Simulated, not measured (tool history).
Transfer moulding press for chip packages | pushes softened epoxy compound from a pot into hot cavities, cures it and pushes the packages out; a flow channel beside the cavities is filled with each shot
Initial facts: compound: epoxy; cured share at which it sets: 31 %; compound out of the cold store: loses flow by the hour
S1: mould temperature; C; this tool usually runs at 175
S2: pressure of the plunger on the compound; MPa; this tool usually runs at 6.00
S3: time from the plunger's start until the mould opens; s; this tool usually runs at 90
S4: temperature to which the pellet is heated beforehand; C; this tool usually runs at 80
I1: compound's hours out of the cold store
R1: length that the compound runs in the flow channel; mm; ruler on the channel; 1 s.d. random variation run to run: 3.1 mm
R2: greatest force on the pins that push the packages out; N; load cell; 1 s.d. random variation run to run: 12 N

Run 1, hour 0.0: usual settings; I1 40.3. Result: R1 736 mm, R2 549 N.
Run 2, hour 6.9: usual settings but S3 115 s; I1 17.4. Result: R1 812 mm, R2 570 N.
Run 3, hour 14.1: usual settings but S3 115 s; I1 45.7. Result: R1 714 mm, R2 620 N.
Run 4, hour 20.4: usual settings but S3 115 s; I1 43.0. Result: R1 720 mm, R2 666 N.
Run 5, hour 30.1: usual settings but S3 115 s; I1 15.7. Result: R1 814 mm, R2 758 N.
Run 6, hour 35.2: usual settings but S3 115 s; I1 16.2. Result: R1 808 mm, R2 766 N.
Run 7, hour 41.3: usual settings but S3 115 s; I1 43.7. Result: R1 719 mm, R2 786 N.
At hour 46.1: cavities cleaned with cleaning compound and waxed.
Run 8, hour 49.0: usual settings; I1 47.7. Result: R1 702 mm, R2 623 N.
Run 9, hour 56.5: usual settings; I1 28.8. Result: R1 762 mm, R2 687 N.
Run 10, hour 63.1: usual settings; I1 41.4. Result: R1 721 mm, R2 765 N.
Run 11, hour 72.5: usual settings but S2 4.96 MPa; I1 18.4. Result: R1 726 mm, R2 837 N.
Run 12, hour 80.2: usual settings but S2 4.96 MPa; I1 44.9. Result: R1 638 mm, R2 868 N.
Run 13, hour 87.9: usual settings but S2 4.96 MPa; I1 28.2. Result: R1 692 mm, R2 942 N.
At hour 91.5: cavities cleaned with cleaning compound and waxed.
Run 14, hour 98.3: usual settings but S2 4.96 MPa; I1 13.6. Result: R1 732 mm, R2 686 N.
At hour 106.9: plunger's sealing rings changed.
Run 15, hour 107.3: usual settings; I1 15.7. Result: R1 871 mm, R2 740 N.
Run 16, hour 113.4: usual settings but S1 178 C, S4 79 C; I1 14.9. Result: R1 853 mm, R2 732 N.
Run 17, hour 121.4: usual settings but S1 178 C, S4 79 C; I1 26.2. Result: R1 814 mm, R2 777 N.
Run 18, hour 130.8: usual settings but S1 178 C, S4 79 C; I1 37.9. Result: R1 772 mm, R2 835 N.
Run 19, hour 136.0: usual settings but S1 178 C, S4 79 C; I1 11.8. Result: R1 861 mm, R2 909 N.
At hour 140.0: cavities cleaned with cleaning compound and waxed.
Run 20, hour 142.8: usual settings but S1 178 C, S4 79 C; I1 43.1. Result: R1 750 mm, R2 556 N.
Run 21, hour 148.3: usual settings but S1 178 C, S2 6.27 MPa, S3 118 s; I1 28.9. Result: R1 821 mm, R2 557 N.
Run 22, hour 159.4: usual settings but S1 171 C, S2 5.25 MPa, S3 93 s; I1 35.2. Result: R1 748 mm, R2 920 N.
Run 23, hour 168.2: usual settings but S1 171 C, S2 5.25 MPa, S3 93 s; I1 46.7. Result: R1 706 mm, R2 986 N.
Run 24, hour 176.2: usual settings but S1 171 C, S2 7.36 MPa, S3 93 s; I1 21.2. Result: R1 938 mm, R2 1117 N.
At hour 185.8: cavities cleaned with cleaning compound and waxed.
Run 25, hour 186.3: usual settings but S1 169 C, S4 74 C; I1 43.1. Result: R1 774 mm, R2 783 N.
At hour 193.1: mould's thermocouples calibrated.
Run 26, hour 194.3: usual settings but S1 169 C, S4 74 C; I1 42.3. Result: R1 776 mm, R2 949 N.
Run 27, hour 201.4: usual settings but S1 167 C, S3 99 s, S4 81 C; I1 21.4. Result: R1 869 mm, R2 1128 N.
Run 28, hour 209.3: usual settings but S1 167 C, S3 99 s, S4 81 C; I1 31.8. Result: R1 827 mm, R2 1175 N.
Run 29, hour 218.0: usual settings but S1 180 C; I1 30.3. Result: R1 782 mm, R2 796 N.

Here are 4 independent what-if runs from the current tool condition. What would each one return?
Run A, hour 226.8: usual settings but S2 5.65 MPa, S3 84 s, S4 85 C; I1 18.6. Result: R1 ?, R2 ?.
Run B, hour 226.8: usual settings but S1 180 C, S4 74 C; I1 19.0. Result: R1 ?, R2 ?.
Run C, hour 226.8: usual settings but S2 5.63 MPa, S4 71 C; I1 10.5. Result: R1 ?, R2 ?.
Run D, hour 226.8: usual settings but S1 167 C, S2 5.09 MPa, S4 83 C; I1 25.3. Result: R1 ?, R2 ?.

run   R1    R2
  A  813  1112
  B  818   829
  C  842   998
  D  777  1632
Stripped of hidden state, with their random variation kept, the same runs would have yielded:
run   R1   R2
  A  834  644
  B  839  488
  C  864  580
  D  797  945
